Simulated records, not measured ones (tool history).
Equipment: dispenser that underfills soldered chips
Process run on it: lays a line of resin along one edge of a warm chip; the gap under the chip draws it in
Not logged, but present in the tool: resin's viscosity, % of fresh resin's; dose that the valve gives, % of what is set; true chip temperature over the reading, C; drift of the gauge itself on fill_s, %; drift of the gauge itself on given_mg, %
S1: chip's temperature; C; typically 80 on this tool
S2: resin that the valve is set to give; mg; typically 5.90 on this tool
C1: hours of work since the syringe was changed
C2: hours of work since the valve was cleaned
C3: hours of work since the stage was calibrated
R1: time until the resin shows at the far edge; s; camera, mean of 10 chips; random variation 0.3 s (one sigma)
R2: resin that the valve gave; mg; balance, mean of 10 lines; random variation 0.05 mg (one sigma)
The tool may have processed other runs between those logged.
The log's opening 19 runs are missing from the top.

At hour 189.7: new syringe of resin.
Run 20, hour 196.1: usual settings but S1 74 C, S2 6.76 mg; C1 5; C2 72; C3 359. Result: R1 5.2 s, R2 6.30 mg.
At hour 197.2: new syringe of resin.
At hour 204.7: new syringe of resin.
Run 21, hour 206.5: usual settings but S1 87 C, S2 7.19 mg; C1 1; C2 80; C3 367. Result: R1 2.7 s, R2 6.53 mg.
At hour 211.8: dispensing valve cleaned and set on the balance.
At hour 213.6: new syringe of resin.
Run 22, hour 216.0: usual settings but S1 87 C, S2 7.19 mg; C1 2; C2 3; C3 373. Result: R1 2.5 s, R2 7.19 mg.
At hour 221.2: new syringe of resin.
Run 23, hour 225.2: usual settings but S1 84 C, S2 7.39 mg; C1 3; C2 10; C3 380. Result: R1 3.5 s, R2 7.36 mg.
At hour 228.9: new syringe of resin.
At hour 236.2: new syringe of resin.
Run 24, hour 236.2: usual settings but S1 84 C, S2 7.39 mg; C1 0; C2 18; C3 388. Result: R1 3.3 s, R2 7.30 mg.
At hour 243.6: new syringe of resin.
Run 25, hour 245.0: usual settings but S1 77 C, S2 5.04 mg; C1 1; C2 25; C3 395. Result: R1 4.5 s, R2 4.85 mg.
At hour 250.9: new syringe of resin.
At hour 258.1: new syringe of resin.
Run 26, hour 258.1: usual settings but S1 83 C, S2 7.10 mg; C1 0; C2 35; C3 405. Result: R1 2.9 s, R2 6.88 mg.
At hour 265.6: new syringe of resin.
Run 27, hour 270.8: usual settings but S1 73 C, S2 6.74 mg; C1 4; C2 45; C3 415. Result: R1 5.9 s, R2 6.39 mg.
At hour 273.3: new syringe of resin.
At hour 281.2: new syringe of resin.
Run 28, hour 281.4: usual settings but S1 75 C, S2 5.01 mg; C1 0; C2 53; C3 423. Result: R1 3.5 s, R2 4.79 mg.
At hour 289.2: new syringe of resin.
Run 29, hour 293.4: usual settings but S1 75 C, S2 6.11 mg; C1 3; C2 62; C3 432. Result: R1 4.3 s, R2 5.73 mg.
At hour 296.7: new syringe of resin.
Run 30, hour 300.6: usual settings but S1 93 C; C1 3; C2 67; C3 437. Result: R1 2.6 s, R2 5.51 mg.
At hour 304.1: new syringe of resin.
At hour 312.1: new syringe of resin.
Run 31, hour 312.6: usual settings but S1 66 C, S2 6.65 mg; C1 0; C2 76; C3 446. Result: R1 5.6 s, R2 6.17 mg.
At hour 319.4: new syringe of resin.
At hour 322.6: dispensing valve cleaned and set on the balance.
Run 32, hour 322.8: usual settings but S1 78 C, S2 6.11 mg; C1 2; C2 0; C3 453. Result: R1 4.0 s, R2 6.10 mg.
At hour 328.4: new syringe of resin.
Run 33, hour 334.4: usual settings but S1 89 C, S2 5.07 mg; C1 5; C2 9; C3 462. Result: R1 2.6 s, R2 4.99 mg.

Branching from run 33: 3 alternative next runs. What would each branch give?
At hour 336.6: new syringe of resin.
At hour 344.1: new syringe of resin.
Run A, hour 344.9: usual settings but S1 71 C; C1 1; C2 17; C3 470. Result: R1 ?, R2 ?.
At hour 336.6: new syringe of resin.
At hour 344.1: new syringe of resin.
Run B, hour 344.9: usual settings but S1 89 C, S2 5.52 mg; C1 1; C2 17; C3 470. Result: R1 ?, R2 ?.
At hour 336.6: new syringe of resin.
At hour 344.1: new syringe of resin.
Run C, hour 344.9: usual settings but S1 65 C, S2 5.31 mg; C1 1; C2 17; C3 470. Result: R1 ?, R2 ?.

run   R1    R2
  A  4.4  5.77
  B  2.5  5.43
  C  5.8  5.17
Take away the tool's hidden state, keep each run's random variation, and the runs would have read:
run   R1    R2
  A  4.0  5.86
  B  2.2  5.52
  C  5.2  5.26
